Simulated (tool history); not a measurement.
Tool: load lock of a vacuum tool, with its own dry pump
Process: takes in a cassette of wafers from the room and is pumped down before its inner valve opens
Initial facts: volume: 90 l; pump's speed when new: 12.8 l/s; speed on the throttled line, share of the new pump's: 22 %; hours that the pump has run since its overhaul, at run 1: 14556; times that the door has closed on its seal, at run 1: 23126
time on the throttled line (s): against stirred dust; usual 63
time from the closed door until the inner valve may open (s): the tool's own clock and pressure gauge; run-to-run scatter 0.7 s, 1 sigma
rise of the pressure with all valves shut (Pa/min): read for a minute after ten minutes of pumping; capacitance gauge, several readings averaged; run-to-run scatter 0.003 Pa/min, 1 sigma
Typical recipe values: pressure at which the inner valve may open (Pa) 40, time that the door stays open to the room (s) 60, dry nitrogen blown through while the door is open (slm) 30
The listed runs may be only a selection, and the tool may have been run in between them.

| run | day | time on the throttled line (s) | pressure at which the inner valve may open (Pa) | time that the door stays open to the room (s) | dry nitrogen blown through while the door is open (slm) | hours that the pump has run since its overhaul | times that the door has closed on its seal | incoming humidity of the room's air, % | time from the closed door until the inner valve may open (s) | rise of the pressure with all valves shut (Pa/min) |
|---|---|---|---|---|---|---|---|---|---|---|
| 1 | 0.000 | 63 | 40 | 60 | 30 | 14556 | 23126 | 45.1 | 110.8 | 0.128 |
| 2 | 10.204 | 63 | 40 | 148 | 30 | 14801 | 24032 | 43.9 | 110.7 | 0.145 |
| 3 | 24.300 | 63 | 40 | 100 | 30 | 15139 | 25284 | 43.7 | 111.8 | 0.148 |
| 4 | 36.146 | 63 | 40 | 100 | 30 | 15424 | 26335 | 45.1 | 111.9 | 0.161 |
| 5 | 50.175 | 63 | 40 | 100 | 30 | 15760 | 27581 | 45.3 | 111.1 | 0.168 |
| 6 | 59.762 | 63 | 40 | 100 | 32 | 15990 | 28432 | 46.5 | 112.5 | 0.174 |
| 7 | 71.112 | 63 | 40 | 100 | 32 | 16263 | 29439 | 43.1 | 111.5 | 0.183 |
| 8 | 83.229 | 63 | 40 | 100 | 32 | 16554 | 30515 | 46.7 | 112.3 | 0.190 |
| 9 | 95.471 | 63 | 40 | 60 | 30 | 16847 | 31602 | 46.3 | 111.5 | 0.200 |
|  | 104.883 | door's seal changed, seat wiped |
| 10 | 106.067 | 58 | 40 | 60 | 30 | 17100 | 105 | 46.3 | 108.7 | 0.016 |
| 11 | 123.775 | 58 | 40 | 60 | 30 | 17525 | 1677 | 46.6 | 108.6 | 0.029 |
| 12 | 143.521 | 58 | 40 | 60 | 30 | 17999 | 3430 | 44.6 | 108.7 | 0.027 |
| 13 | 160.112 | 58 | 40 | 60 | 30 | 18397 | 4903 | 44.7 | 109.6 | 0.032 |
| 14 | 178.083 | 58 | 40 | 60 | 30 | 18828 | 6498 | 44.5 | 109.2 | 0.040 |
| 15 | 197.238 | 63 | 40 | 60 | 30 | 19288 | 8199 | 45.1 | 113.6 | 0.045 |
| 16 | 212.279 | 63 | 40 | 60 | 30 | 19649 | 9534 | 46.8 | 114.4 | 0.054 |
| 17 | 223.633 | 63 | 42 | 60 | 30 | 19922 | 10542 | 43.8 | 112.6 | 0.054 |
| 18 | 238.875 | 63 | 42 | 60 | 30 | 20288 | 11895 | 47.8 | 114.3 | 0.061 |
| 19 | 254.796 | 63 | 42 | 60 | 30 | 20670 | 13308 | 41.7 | 114.7 | 0.067 |
| 20 | 270.225 | 74 | 62 | 47 | 10 | 21040 | 14678 | 48.8 | 117.5 | 0.088 |
| 21 | 291.388 | 63 | 29 | 39 | 33 | 21548 | 16556 | 47.2 | 118.6 | 0.087 |
| 22 | 308.450 | 52 | 40 | 39 | 33 | 21957 | 18071 | 44.8 | 107.5 | 0.092 |
| 23 | 319.775 | 52 | 40 | 39 | 33 | 22229 | 19076 | 45.9 | 107.4 | 0.091 |
| 24 | 340.621 | 52 | 40 | 57 | 13 | 22729 | 20927 | 44.9 | 107.1 | 0.118 |
| 25 | 361.683 | 37 | 43 | 27 | 13 | 23235 | 22797 | 52.5 | 96.0 | 0.129 |
| 26 | 377.112 | 48 | 40 | 30 | 30 | 23605 | 24167 | 41.9 | 106.2 | 0.127 |
|  | 389.412 | dry pump taken out, an overhauled one fitted |
| 27 | 389.412 | 59 | 40 | 38 | 4 | 0 | 25236 | 42.7 | 100.5 | 0.154 |
| 28 | 401.508 | 91 | 70 | 44 | 30 | 290 | 26310 | 42.6 | 122.5 | 0.154 |
| 29 | 419.442 | 53 | 36 | 44 | 26 | 721 | 27902 | 43.0 | 96.8 | 0.172 |
| 30 | 438.833 | 46 | 40 | 76 | 12 | 1186 | 29624 | 44.0 | 90.6 | 0.200 |
| 31 | 449.029 | 46 | 40 | 76 | 12 | 1431 | 30529 | 42.8 | 91.4 | 0.212 |
| 32 | 467.629 | 63 | 40 | 227 | 28 | 1877 | 32180 | 45.0 | 104.0 | 0.228 |
|  | 470.829 | door's seal changed, seat wiped |
| 33 | 483.900 | 35 | 46 | 60 | 11 | 2266 | 1160 | 46.8 | 81.3 | 0.038 |
| 34 | 500.683 | 35 | 46 | 39 | 11 | 2669 | 2650 | 40.3 | 82.6 | 0.027 |
| 35 | 517.188 | 35 | 46 | 39 | 11 | 3065 | 4115 | 47.5 | 83.4 | 0.031 |
| 36 | 537.008 | 35 | 46 | 39 | 11 | 3541 | 5874 | 43.7 | 83.2 | 0.043 |
| 37 | 553.367 | 45 | 76 | 217 | 26 | 3933 | 7327 | 46.3 | 87.2 | 0.067 |
| 38 | 566.792 | 45 | 76 | 217 | 26 | 4256 | 8518 | 43.6 | 88.2 | 0.066 |

Hidden state or all else? Some run-to-run changes of time from the closed door until the inner valve may open (s), split into what the settings, what came in and random variation would give without the hidden state, and what is left for the hidden state (with any gauge scatter that isn't in both results):
The hidden state here: pump's speed, % of a new pump's; leak at the door's seal, Pa l/s; drift of the gauge itself on ready_s, %; drift of the gauge itself on rise_pa_min, %.
Run 19 -> 20: time on the throttled line (s) 63 -> 74, pressure at which the inner valve may open (Pa) 42 -> 62, time that the door stays open to the room (s) 60 -> 47, dry nitrogen blown through while the door is open (slm) 30 -> 10. time from the closed door until the inner valve may open (s) +2.8: hidden state -1.2, all else +4.0.
Run 20 -> 21: time on the throttled line (s) 74 -> 63, pressure at which the inner valve may open (Pa) 62 -> 29, time that the door stays open to the room (s) 47 -> 39, dry nitrogen blown through while the door is open (slm) 10 -> 33. time from the closed door until the inner valve may open (s) +1.1: hidden state +2.5, all else -1.4.
Run 26 -> 27: time on the throttled line (s) 48 -> 59, time that the door stays open to the room (s) 30 -> 38, dry nitrogen blown through while the door is open (slm) 30 -> 4, dry pump taken out, an overhauled one fitted. time from the closed door until the inner valve may open (s) -5.7: hidden state -12.6, all else +6.9.
Run 27 -> 28: time on the throttled line (s) 59 -> 91, pressure at which the inner valve may open (Pa) 40 -> 70, time that the door stays open to the room (s) 38 -> 44, dry nitrogen blown through while the door is open (slm) 4 -> 30. time from the closed door until the inner valve may open (s) +22.0: hidden state +0.1, all else +21.9.
Run 28 -> 29: time on the throttled line (s) 91 -> 53, pressure at which the inner valve may open (Pa) 70 -> 36, dry nitrogen blown through while the door is open (slm) 30 -> 26. time from the closed door until the inner valve may open (s) -25.7: hidden state +0.1, all else -25.8.
Run 32 -> 33: time on the throttled line (s) 63 -> 35, pressure at which the inner valve may open (Pa) 40 -> 46, time that the door stays open to the room (s) 227 -> 60, dry nitrogen blown through while the door is open (slm) 28 -> 11, door's seal changed, seat wiped. time from the closed door until the inner valve may open (s) -22.7: hidden state +0.3, all else -23.0.

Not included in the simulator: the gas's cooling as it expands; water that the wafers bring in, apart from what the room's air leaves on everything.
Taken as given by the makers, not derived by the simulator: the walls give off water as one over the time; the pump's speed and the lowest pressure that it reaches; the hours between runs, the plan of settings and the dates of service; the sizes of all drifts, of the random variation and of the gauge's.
